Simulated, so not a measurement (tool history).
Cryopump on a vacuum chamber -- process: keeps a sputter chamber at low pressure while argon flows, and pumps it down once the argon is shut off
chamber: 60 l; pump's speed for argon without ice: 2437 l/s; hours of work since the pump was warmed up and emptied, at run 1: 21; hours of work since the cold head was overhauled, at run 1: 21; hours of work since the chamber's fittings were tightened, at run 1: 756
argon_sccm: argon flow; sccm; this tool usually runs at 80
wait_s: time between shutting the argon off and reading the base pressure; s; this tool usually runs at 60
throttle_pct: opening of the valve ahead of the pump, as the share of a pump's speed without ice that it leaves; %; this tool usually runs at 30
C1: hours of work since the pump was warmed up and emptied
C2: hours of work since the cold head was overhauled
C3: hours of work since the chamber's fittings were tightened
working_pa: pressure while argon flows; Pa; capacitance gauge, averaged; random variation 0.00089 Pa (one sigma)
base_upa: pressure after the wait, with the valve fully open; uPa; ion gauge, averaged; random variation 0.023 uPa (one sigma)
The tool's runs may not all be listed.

Run 1, hour 0.0: usual settings; C1 21; C2 21; C3 756. Result: working_pa 0.1859 Pa, base_upa 0.86 uPa.
Run 2, hour 29.9: usual settings; C1 35; C2 35; C3 770. Result: working_pa 0.1854 Pa, base_upa 0.83 uPa.
Run 3, hour 65.5: usual settings; C1 51; C2 51; C3 787. Result: working_pa 0.1851 Pa, base_upa 0.87 uPa.
Run 4, hour 88.0: usual settings but throttle_pct 17 %; C1 62; C2 62; C3 797. Result: working_pa 0.3280 Pa, base_upa 0.84 uPa.
Run 5, hour 106.5: usual settings but throttle_pct 17 %; C1 71; C2 71; C3 806. Result: working_pa 0.3283 Pa, base_upa 0.85 uPa.
Run 6, hour 145.8: usual settings but wait_s 21 s; C1 89; C2 89; C3 824. Result: working_pa 0.1855 Pa, base_upa 1.95 uPa.
Run 7, hour 171.6: usual settings but throttle_pct 49 %; C1 101; C2 101; C3 836. Result: working_pa 0.1134 Pa, base_upa 0.81 uPa.
Run 8, hour 211.3: usual settings but throttle_pct 40 %; C1 119; C2 119; C3 855. Result: working_pa 0.1400 Pa, base_upa 0.84 uPa.
Run 9, hour 253.0: usual settings but argon_sccm 155 sccm; C1 139; C2 139; C3 874. Result: working_pa 0.3605 Pa, base_upa 0.87 uPa.
Run 10, hour 276.3: usual settings but argon_sccm 155 sccm; C1 149; C2 149; C3 885. Result: working_pa 0.3630 Pa, base_upa 0.83 uPa.
Run 11, hour 303.6: usual settings but argon_sccm 155 sccm; C1 162; C2 162; C3 897. Result: working_pa 0.3623 Pa, base_upa 0.82 uPa.
Run 12, hour 332.7: usual settings; C1 176; C2 176; C3 911. Result: working_pa 0.1874 Pa, base_upa 0.86 uPa.
Run 13, hour 365.7: usual settings; C1 191; C2 191; C3 926. Result: working_pa 0.1876 Pa, base_upa 0.88 uPa.
Run 14, hour 397.4: usual settings; C1 206; C2 206; C3 941. Result: working_pa 0.1872 Pa, base_upa 0.88 uPa.
Run 15, hour 437.8: usual settings; C1 224; C2 224; C3 960. Result: working_pa 0.1872 Pa, base_upa 0.87 uPa.
Run 16, hour 463.7: usual settings; C1 237; C2 237; C3 972. Result: working_pa 0.1877 Pa, base_upa 0.86 uPa.
Run 17, hour 505.9: usual settings; C1 256; C2 256; C3 991. Result: working_pa 0.1883 Pa, base_upa 0.90 uPa.
Run 18, hour 549.6: usual settings but argon_sccm 58 sccm, wait_s 114 s, throttle_pct 56 %; C1 276; C2 276; C3 1012. Result: working_pa 0.0746 Pa, base_upa 0.62 uPa.
Run 19, hour 589.6: usual settings but wait_s 91 s, throttle_pct 16 %; C1 295; C2 295; C3 1030. Result: working_pa 0.3532 Pa, base_upa 0.67 uPa.
Run 20, hour 627.6: usual settings but wait_s 152 s, throttle_pct 16 %; C1 313; C2 313; C3 1048. Result: working_pa 0.3511 Pa, base_upa 0.57 uPa.
Run 21, hour 652.7: usual settings but wait_s 87 s; C1 324; C2 324; C3 1060. Result: working_pa 0.1896 Pa, base_upa 0.70 uPa.
Run 22, hour 695.1: usual settings but argon_sccm 118 sccm, wait_s 34 s, throttle_pct 25 %; C1 344; C2 344; C3 1079. Result: working_pa 0.3328 Pa, base_upa 1.38 uPa.

What does the tool deliver on the next run?
Run 23, hour 726.3: usual settings but argon_sccm 118 sccm, wait_s 35 s, throttle_pct 18 %; C1 359; C2 359; C3 1094. Result: working_pa ?, base_upa ?.

working_pa: 0.4567 Pa
base_upa: 1.34 uPa
Take away the tool's hidden state, keep the run-to-run variation as it was, and the same run would have given working_pa 0.4496 Pa, base_upa 1.17 uPa.
